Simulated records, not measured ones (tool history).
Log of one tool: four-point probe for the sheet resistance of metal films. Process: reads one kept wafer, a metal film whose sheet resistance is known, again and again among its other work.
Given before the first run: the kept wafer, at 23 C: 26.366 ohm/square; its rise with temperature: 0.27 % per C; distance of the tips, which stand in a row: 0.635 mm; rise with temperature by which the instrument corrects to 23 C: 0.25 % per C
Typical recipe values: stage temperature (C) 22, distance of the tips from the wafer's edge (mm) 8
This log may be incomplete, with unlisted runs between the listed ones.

run	hour	stage temperature (C)	distance of the tips from the wafer's edge (mm)	sheet resistance as the instrument gives it (ohm/square)
1	0	22	8	26.45126
2	33.7	22	8	26.456574
3	95.2	22	8	26.464368
4	149.5	20	8	26.457644
5	189.7	20	8	26.438433
6	223.3	20	8	26.440506
7	261.9	34	8	26.520615
8	325.3	31	7	26.524709

What will run 9 give?
9	376.3	22	19	?

Run 9 came out at sheet resistance as the instrument gives it (ohm/square) 26.388411.
If the tool had no hidden condition, the same run with the same run-to-run variation would have returned sheet resistance as the instrument gives it (ohm/square) 26.383676.

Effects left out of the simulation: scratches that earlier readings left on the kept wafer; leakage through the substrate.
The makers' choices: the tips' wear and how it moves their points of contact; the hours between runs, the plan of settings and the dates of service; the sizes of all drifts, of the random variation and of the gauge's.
